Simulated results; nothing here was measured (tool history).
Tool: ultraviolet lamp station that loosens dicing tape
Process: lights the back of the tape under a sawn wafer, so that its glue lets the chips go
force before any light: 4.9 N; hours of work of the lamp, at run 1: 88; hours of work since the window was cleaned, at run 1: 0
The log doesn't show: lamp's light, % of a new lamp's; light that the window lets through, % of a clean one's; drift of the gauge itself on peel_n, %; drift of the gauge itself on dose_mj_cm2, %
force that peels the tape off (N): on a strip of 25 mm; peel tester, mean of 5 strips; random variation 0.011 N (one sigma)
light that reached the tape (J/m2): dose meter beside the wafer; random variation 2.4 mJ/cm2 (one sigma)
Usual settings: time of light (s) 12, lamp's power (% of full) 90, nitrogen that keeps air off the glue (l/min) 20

run    hour  time of light (s)  lamp's power (% of full)  nitrogen that keeps air off the glue (l/min)  hours of work of the lamp  hours of work since the window was cleaned  force that peels the tape off (N)  light that reached the tape (J/m2)
  1     0.0                 12                        90                                            20                         88                                           0                              0.529                                2500
  2    57.1                 12                        90                                            20                        115                                          27                              0.539                                2460
  3   108.6                 12                        90                                            20                        140                                          52                              0.543                                2450
  4   174.0                 12                        90                                            20                        171                                          83                              0.581                                2380
  5   247.6                 12                        90                                            20                        206                                         118                              0.590                                2330
  6   283.0                 12                        90                                            20                        223                                         135                              0.621                                2290
  7   344.7                 12                        90                                            20                        253                                         165                              0.645                                2230
  8   426.4                 12                        90                                            20                        292                                         204                              0.668                                2150
  9   477.5                 12                        99                                            20                        316                                         229                              0.590                                2310
 10   516.3                 12                        93                                            22                        335                                         247                              0.646                                2190
 11   566.0                 12                        93                                            22                        359                                         271                              0.706                                2110
 12   629.6                 19                        89                                            11                        389                                         301                              0.491                                3090
 13   676.2                 16                        80                                            39                        412                                         324                              0.498                                2310
 14   751.2                 16                        68                                            39                        447                                         360                              0.685                                1900
 15   801.5                 14                        75                                            27                        471                                         384                              0.809                                1790
      834.3  -- window cleaned of glue's vapour
 16   845.7                 10                        90                                             8                        492                                           5                              1.331                                1630
 17   921.0                 10                        90                                             8                        528                                          41                              1.363                                1560
 18  1002.6                 12                        77                                             7                        567                                          81                              1.502                                1500

3 ways to go on from here, each from the tool as it stands after run 18. What would each give?
  A  1056.6                 14                        62                                             7                        593                                         106                                  ?                                   ?
  B  1056.6                  9                        62                                             7                        593                                         106                                  ?                                   ?
  C  1056.6                  6                        61                                            26                        593                                         106                                  ?                                   ?

run  force that peels the tape off (N)  light that reached the tape (J/m2)
  A                              1.664                                1440
  B                              2.322                                 920
  C                              2.570                                 570
Without the tool's hidden state the same runs would have given:
run  force that peels the tape off (N)  light that reached the tape (J/m2)
  A                              0.984                                2190
  B                              1.614                                1390
  C                              1.863                                 880
